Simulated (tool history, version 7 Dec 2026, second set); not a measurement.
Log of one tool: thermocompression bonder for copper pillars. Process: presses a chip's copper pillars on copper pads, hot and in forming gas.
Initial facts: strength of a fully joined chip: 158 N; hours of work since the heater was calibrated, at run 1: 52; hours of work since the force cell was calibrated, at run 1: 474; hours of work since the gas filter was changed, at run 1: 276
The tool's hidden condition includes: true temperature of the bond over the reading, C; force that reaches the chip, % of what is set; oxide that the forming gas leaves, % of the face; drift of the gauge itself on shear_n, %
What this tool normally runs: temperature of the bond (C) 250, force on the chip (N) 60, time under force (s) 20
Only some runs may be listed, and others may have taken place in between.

run   hour  temperature of the bond (C)  force on the chip (N)  time under force (s)  hours of work since the heater was calibrated  hours of work since the force cell was calibrated  hours of work since the gas filter was changed  force that shears a chip off (N)
  1      0                          250                     60                    20                                             52                                                474                                             276                             100.1
  2    9.3                          250                     60                    20                                             57                                                479                                             281                                99
  3   19.4                          250                     60                    20                                             63                                                485                                             287                              99.6
  4   27.9                          250                     40                    20                                             68                                                490                                             292                                79
  5   35.6                          250                     40                    20                                             72                                                494                                             296                              78.4
  6   42.1                          250                     60                    28                                             76                                                498                                             300                             109.1
  7   47.4                          250                     60                    28                                             79                                                501                                             303                             107.3
  8   53.6                          250                     60                    28                                             83                                                505                                             307                             107.4
  9   61.9                          250                     60                    28                                             87                                                509                                             311                             108.6
 10   69.2                          250                     60                    28                                             91                                                514                                             316                             107.8
 11   75.6                          250                     60                    20                                             95                                                517                                             319                              98.3
 12   84.3                          250                     60                    20                                            100                                                522                                             324                              99.2
 13     91                          250                     60                    20                                            104                                                526                                             328                              99.1
 14   96.9                          248                     60                    20                                            107                                                529                                             331                              97.1
 15  102.6                          248                     60                    20                                            111                                                533                                             335                              96.4
     107.9  -- forming gas filter changed
 16  112.2                          250                     60                    20                                            116                                                538                                               2                             103.4
 17  119.2                          250                     60                    20                                            120                                                542                                               6                             102.8
 18  123.5                          250                     60                    20                                            122                                                544                                               9                             102.8
 19    130                          250                     60                    20                                            126                                                548                                              13                             104.7
 20  134.2                          250                     60                    37                                            128                                                550                                              15                             120.9
 21  139.2                          250                     60                    53                                            131                                                553                                              18                             129.3
 22  144.7                          228                     58                    38                                            134                                                556                                              21                             100.8
 23  150.3                          228                     58                    38                                            138                                                560                                              24                             100.1
 24  158.4                          228                     70                    30                                            142                                                564                                              29                             103.8
 25    164                          228                     70                    30                                            145                                                567                                              32                             103.7
 26  168.6                          269                     82                    57                                            148                                                570                                              35                             151.7
 27  174.2                          250                     60                    50                                            151                                                573                                              38                               128
 28    179                          250                     60                    50                                            154                                                576                                              41                             128.3
 29  187.2                          250                     77                    12                                            159                                                581                                              45                             101.2
 30  193.9                          243                     55                    20                                            162                                                585                                              49                              93.7
 31  202.1                          274                     37                    20                                            167                                                589                                              54                              97.1
 32  208.2                          274                     40                    15                                            171                                                593                                              57                              92.8
 33  216.3                          272                     60                    33                                            175                                                597                                              62                             132.2
 34  222.8                          272                     60                    33                                            179                                                601                                              66                             133.9
 35  228.5                          272                     60                    33                                            182                                                604                                              69                             132.5
 36  237.8                          279                     60                    38                                            188                                                610                                              74                             139.1
 37  243.6                          222                     60                    38                                            191                                                613                                              78                              97.2
 38  248.5                          222                     60                    38                                            194                                                616                                              80                              96.3
 39  258.3                          222                     60                    24                                            199                                                621                                              86                              83.7

Hidden state or all else? Some run-to-run changes of force that shears a chip off (N), split into what the settings, what came in and random variation would give without the hidden state, and what is left for the hidden state (with any gauge scatter that isn't in both results):
Run 15 -> 16: temperature of the bond (C) 248 -> 250, forming gas filter changed. force that shears a chip off (N) +7: hidden state +4.7, all else +2.3.
Run 25 -> 26: temperature of the bond (C) 228 -> 269, force on the chip (N) 70 -> 82, time under force (s) 30 -> 57. force that shears a chip off (N) +48: hidden state -2.6, all else +50.6.
Run 32 -> 33: temperature of the bond (C) 274 -> 272, force on the chip (N) 40 -> 60, time under force (s) 15 -> 33. force that shears a chip off (N) +39.4: hidden state -1.1, all else +40.5.
Run 36 -> 37: temperature of the bond (C) 279 -> 222. force that shears a chip off (N) -41.9: hidden state +2, all else -43.9.
